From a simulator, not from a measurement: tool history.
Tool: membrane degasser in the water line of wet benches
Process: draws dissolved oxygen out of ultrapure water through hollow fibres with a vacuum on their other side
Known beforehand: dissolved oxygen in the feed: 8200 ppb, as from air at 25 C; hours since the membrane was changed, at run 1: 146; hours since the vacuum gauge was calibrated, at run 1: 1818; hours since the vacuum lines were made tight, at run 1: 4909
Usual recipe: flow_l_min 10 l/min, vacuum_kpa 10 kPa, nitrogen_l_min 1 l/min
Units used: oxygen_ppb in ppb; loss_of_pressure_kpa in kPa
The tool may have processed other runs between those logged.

run	hour	flow_l_min	vacuum_kpa	nitrogen_l_min	hours since the membrane was changed	hours since the vacuum gauge was calibrated	hours since the vacuum lines were made tight	oxygen_ppb	loss_of_pressure_kpa
1	0	10	10	1	146	1818	4909	173	68.07
2	142.1	10	10	1	288	1960	5051	174.6	67.9
3	245.2	10	10	1	391	2063	5154	172.2	68.22
4	356.8	10	10	1	503	2175	5266	174.7	68.17
5	516.5	10	8.2	1	662	2334	5426	132.1	68.07
6	687.7	10	8.2	1	833	2506	5597	132.2	68.48
7	842.9	10	10	1	989	2661	5752	176.1	68.35
8	1000.4	10	10	1	1146	2818	5910	176.8	68.65
9	1118.2	10	10	1	1264	2936	6027	179.5	68.27
10	1293.4	10	10	1	1439	3111	6203	180.8	68.65
11	1470.6	10	8	1	1616	3289	6380	130.6	68.32
12	1615.8	10	8	1	1762	3434	6525	130.4	68.32
13	1702.9	10	10	1	1849	3521	6612	178.1	68.58
14	1790.8	7	10	1	1937	3609	6700	127.2	48.34
15	1950.7	7	10	1	2097	3769	6860	129.3	47.9
16	2099	7	10	1	2245	3917	7008	127.7	48
17	2282.2	12	17.9	1	2428	4100	7191	427.2	82.38
18	2432.1	12	17.9	1	2578	4250	7341	429.7	82.58
19	2524.6	12	17.9	1	2670	4343	7434	435.2	82.59
20	2672.6	12	17.9	1	2818	4491	7582	429.2	82.32
# hour 2845.5: vacuum gauge calibrated
21	2845.5	10	22.8	2.23	2991	0	7754	229	68.88
22	2992.8	10	10.1	1	3138	147	7902	176.8	68.91
23	3088	10	10.1	1	3233	243	7997	175.7	69.03
24	3180.9	10	10.1	1	3326	335	8090	175.3	68.93
25	3272.2	7	24.9	1	3418	427	8181	381.9	48.3
26	3406.2	7	24.9	1	3552	561	8315	386.2	48.34
27	3497.3	9	11.4	1	3643	652	8406	187.9	62.3
28	3652.6	9	11.4	1	3798	807	8561	190.5	61.98
29	3777.8	9	11.4	1	3923	932	8686	192.1	61.96
30	3862.6	9	11.4	1	4008	1017	8771	187.6	62.31
31	4041.6	12	10	0.93	4187	1196	8950	222.4	83.13

Selected run-to-run steps in oxygen_ppb, each split into two signed amounts: the part the tool would show with no hidden state at all (from settings, incoming material and random variation), and the remainder, which goes to the hidden state together with any gauge scatter not common to the measured and the hidden-state-free results:
Hidden conditions of the tool in this case: membrane still open, %; true pressure behind the membrane over the reading, kPa; air that leaks in behind the membrane, l/min; drift of the gauge itself on oxygen_ppb, %; drift of the gauge itself on loss_of_pressure_kpa, %.
Run 16 -> 17: flow_l_min 7 -> 12, vacuum_kpa 10 -> 17.9. oxygen_ppb +299.5 ppb: hidden state +9.3, all else +290.2.
Run 20 -> 21: flow_l_min 12 -> 10, vacuum_kpa 17.9 -> 22.8, nitrogen_l_min 1 -> 2.23, vacuum gauge calibrated. oxygen_ppb -200.2 ppb: hidden state -11.5, all else -188.7.
Run 24 -> 25: flow_l_min 10 -> 7, vacuum_kpa 10.1 -> 24.9. oxygen_ppb +206.6 ppb: hidden state +19.3, all else +187.3.
Run 26 -> 27: flow_l_min 7 -> 9, vacuum_kpa 24.9 -> 11.4. oxygen_ppb -198.3 ppb: hidden state -17.7, all else -180.6.
